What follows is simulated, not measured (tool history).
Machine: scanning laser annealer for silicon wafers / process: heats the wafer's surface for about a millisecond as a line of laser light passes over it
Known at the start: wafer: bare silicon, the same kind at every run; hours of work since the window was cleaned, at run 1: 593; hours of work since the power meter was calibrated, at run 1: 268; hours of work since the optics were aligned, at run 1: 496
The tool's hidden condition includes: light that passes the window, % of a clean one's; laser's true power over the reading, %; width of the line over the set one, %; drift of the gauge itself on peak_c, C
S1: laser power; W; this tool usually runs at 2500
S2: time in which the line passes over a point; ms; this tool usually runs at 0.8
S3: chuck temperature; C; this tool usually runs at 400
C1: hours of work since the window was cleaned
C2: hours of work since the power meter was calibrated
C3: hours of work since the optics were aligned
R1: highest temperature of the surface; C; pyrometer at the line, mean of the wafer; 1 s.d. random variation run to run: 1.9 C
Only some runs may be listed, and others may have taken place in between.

run 1 hour=0 | S1=2500 S2=0.8 S3=400 | C1=593 C2=268 C3=496 | R1=1137
run 2 hour=13.1 | S1=2500 S2=0.8 S3=400 | C1=602 C2=277 C3=505 | R1=1139
run 3 hour=29.3 | S1=2500 S2=0.8 S3=400 | C1=613 C2=288 C3=515 | R1=1135
run 4 hour=46.6 | S1=2500 S2=0.8 S3=400 | C1=624 C2=299 C3=527 | R1=1140
run 5 hour=62.6 | S1=2500 S2=0.8 S3=400 | C1=635 C2=310 C3=537 | R1=1137
run 6 hour=77.1 | S1=2500 S2=0.8 S3=400 | C1=645 C2=320 C3=547 | R1=1135
run 7 hour=85.1 | S1=2500 S2=0.8 S3=400 | C1=650 C2=325 C3=552 | R1=1134
run 8 hour=101.6 | S1=2500 S2=0.787 S3=400 | C1=661 C2=336 C3=563 | R1=1127
run 9 hour=115.8 | S1=2500 S2=0.787 S3=419 | C1=670 C2=345 C3=573 | R1=1145
run 10 hour=129.3 | S1=2540 S2=0.8 S3=400 | C1=679 C2=354 C3=582 | R1=1149
run 11 hour=146.7 | S1=2540 S2=0.8 S3=400 | C1=691 C2=366 C3=593 | R1=1144
run 12 hour=154.6 | S1=2540 S2=0.8 S3=400 | C1=696 C2=371 C3=599 | R1=1144
run 13 hour=172.8 | S1=2500 S2=0.807 S3=400 | C1=708 C2=383 C3=611 | R1=1131
run 14 hour=190.1 | S1=2500 S2=0.807 S3=400 | C1=720 C2=395 C3=622 | R1=1130
run 15 hour=197.6 | S1=2500 S2=0.807 S3=400 | C1=725 C2=400 C3=627 | R1=1130
-- hour=200.7 window over the wafer cleaned
run 16 hour=210.4 | S1=2500 S2=0.807 S3=400 | C1=6 C2=407 C3=634 | R1=1183
run 17 hour=226.2 | S1=2500 S2=0.807 S3=400 | C1=17 C2=417 C3=645 | R1=1183
run 18 hour=242.7 | S1=2500 S2=0.8 S3=400 | C1=28 C2=428 C3=656 | R1=1179
run 19 hour=251.9 | S1=2500 S2=0.8 S3=400 | C1=34 C2=434 C3=662 | R1=1178
run 20 hour=265.1 | S1=2500 S2=0.8 S3=400 | C1=43 C2=443 C3=671 | R1=1177
run 21 hour=282.1 | S1=2500 S2=0.8 S3=400 | C1=54 C2=455 C3=682 | R1=1178
run 22 hour=296.1 | S1=2500 S2=0.856 S3=389 | C1=63 C2=464 C3=691 | R1=1191
run 23 hour=305.5 | S1=2500 S2=0.856 S3=389 | C1=70 C2=470 C3=698 | R1=1189
run 24 hour=314.8 | S1=2500 S2=0.856 S3=389 | C1=76 C2=476 C3=704 | R1=1189
run 25 hour=326.4 | S1=2500 S2=0.856 S3=389 | C1=84 C2=484 C3=711 | R1=1187
run 26 hour=341.9 | S1=2162 S2=0.889 S3=389 | C1=94 C2=494 C3=722 | R1=1063
run 27 hour=351.1 | S1=2162 S2=0.889 S3=389 | C1=100 C2=500 C3=728 | R1=1061
run 28 hour=360.9 | S1=2162 S2=0.889 S3=389 | C1=107 C2=507 C3=734 | R1=1064
run 29 hour=377.1 | S1=2354 S2=0.891 S3=421 | C1=117 C2=518 C3=745 | R1=1174
run 30 hour=388.7 | S1=2478 S2=0.59 S3=400 | C1=125 C2=525 C3=753 | R1=1054
run 31 hour=406.1 | S1=2717 S2=0.902 S3=400 | C1=137 C2=537 C3=764 | R1=1308
run 32 hour=414.8 | S1=2500 S2=0.643 S3=400 | C1=142 C2=543 C3=770 | R1=1090
run 33 hour=425.7 | S1=2500 S2=0.811 S3=386 | C1=150 C2=550 C3=777 | R1=1159
run 34 hour=436.4 | S1=2500 S2=0.811 S3=386 | C1=157 C2=557 C3=785 | R1=1159
run 35 hour=454 | S1=2500 S2=0.8 S3=427 | C1=168 C2=569 C3=796 | R1=1190
run 36 hour=466.2 | S1=2500 S2=0.816 S3=400 | C1=177 C2=577 C3=804 | R1=1170
run 37 hour=478 | S1=2500 S2=0.816 S3=400 | C1=184 C2=585 C3=812 | R1=1172
run 38 hour=495 | S1=2500 S2=0.816 S3=400 | C1=196 C2=596 C3=824 | R1=1171
run 39 hour=503 | S1=2339 S2=0.816 S3=430 | C1=201 C2=601 C3=829 | R1=1140
run 40 hour=515 | S1=2500 S2=0.8 S3=375 | C1=209 C2=609 C3=837 | R1=1138
run 41 hour=522.8 | S1=2734 S2=0.8 S3=375 | C1=214 C2=615 C3=842 | R1=1229

Predict each of these 3 candidate next runs independently; none follows another, all start after run 41:
run A hour=534.2 | S1=2735 S2=0.88 S3=437 | C1=222 C2=622 C3=850 | R1=?
run B hour=534.2 | S1=2674 S2=0.8 S3=383 | C1=222 C2=622 C3=850 | R1=?
run C hour=534.2 | S1=2734 S2=0.649 S3=375 | C1=222 C2=622 C3=850 | R1=?

run=A R1=1329
run=B R1=1208
run=C R1=1141
Take away the tool's hidden state, keep each run's random variation, and the runs would have read:
run=A R1=1362
run=B R1=1239
run=C R1=1170

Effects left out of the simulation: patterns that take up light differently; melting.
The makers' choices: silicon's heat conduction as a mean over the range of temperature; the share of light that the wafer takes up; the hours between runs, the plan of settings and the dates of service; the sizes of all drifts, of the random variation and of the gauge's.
